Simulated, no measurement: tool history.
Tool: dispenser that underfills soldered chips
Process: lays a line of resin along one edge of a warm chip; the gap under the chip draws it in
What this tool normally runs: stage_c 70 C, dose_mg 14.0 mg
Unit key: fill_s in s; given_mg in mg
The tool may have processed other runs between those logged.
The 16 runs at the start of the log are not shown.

| run | hour | stage_c | dose_mg | fill_s | given_mg |
|---|---|---|---|---|---|
| 17 | 76.0 | 70 | 14.0 | 86.0 | 13.71 |
| 18 | 79.4 | 58 | 12.1 | 179.1 | 11.91 |
|  | 83.4 | new syringe of resin |
| 19 | 83.7 | 60 | 12.2 | 133.1 | 11.88 |
| 20 | 88.2 | 78 | 13.1 | 62.5 | 12.81 |
| 21 | 92.6 | 70 | 15.8 | 103.0 | 15.35 |
|  | 94.4 | new syringe of resin |
| 22 | 97.1 | 70 | 15.8 | 82.3 | 15.44 |
| 23 | 102.8 | 70 | 15.8 | 98.0 | 15.33 |
|  | 105.5 | new syringe of resin |
| 24 | 106.7 | 70 | 15.8 | 80.7 | 15.41 |
| 25 | 112.3 | 70 | 15.8 | 94.7 | 15.31 |
|  | 116.2 | dispensing valve cleaned and set on the balance |
|  | 117.4 | new syringe of resin |
| 26 | 118.3 | 70 | 12.9 | 81.6 | 12.91 |
| 27 | 121.8 | 77 | 15.2 | 64.4 | 15.20 |
| 28 | 125.9 | 62 | 15.7 | 149.7 | 15.68 |
|  | 128.7 | new syringe of resin |
| 29 | 129.5 | 59 | 15.2 | 134.0 | 15.08 |
| 30 | 134.7 | 57 | 14.4 | 175.0 | 14.26 |
| 31 | 137.3 | 57 | 14.4 | 192.7 | 14.22 |
|  | 139.6 | new syringe of resin |
| 32 | 141.9 | 57 | 14.4 | 159.9 | 14.20 |
| 33 | 147.6 | 57 | 14.4 | 184.7 | 14.18 |
|  | 151.0 | new syringe of resin |
| 34 | 154.1 | 69 | 12.2 | 91.0 | 12.01 |

Predict each of these 5 candidate next runs independently; none follows another, all start after run 34:
| A | 159.9 | 59 | 18.2 | ? | ? |
| B | 159.9 | 79 | 17.0 | ? | ? |
| C | 159.9 | 78 | 15.7 | ? | ? |
| D | 159.9 | 67 | 18.1 | ? | ? |
| E | 159.9 | 70 | 16.0 | ? | ? |

| run | fill_s | given_mg |
|---|---|---|
| A | 174.7 | 17.88 |
| B | 65.0 | 16.64 |
| C | 68.4 | 15.47 |
| D | 116.0 | 17.70 |
| E | 101.6 | 15.77 |
With no hidden state in the tool, these same runs would have given:
| run | fill_s | given_mg |
|---|---|---|
| A | 129.7 | 18.16 |
| B | 48.5 | 16.90 |
| C | 50.9 | 15.71 |
| D | 86.2 | 17.98 |
| E | 75.4 | 16.03 |
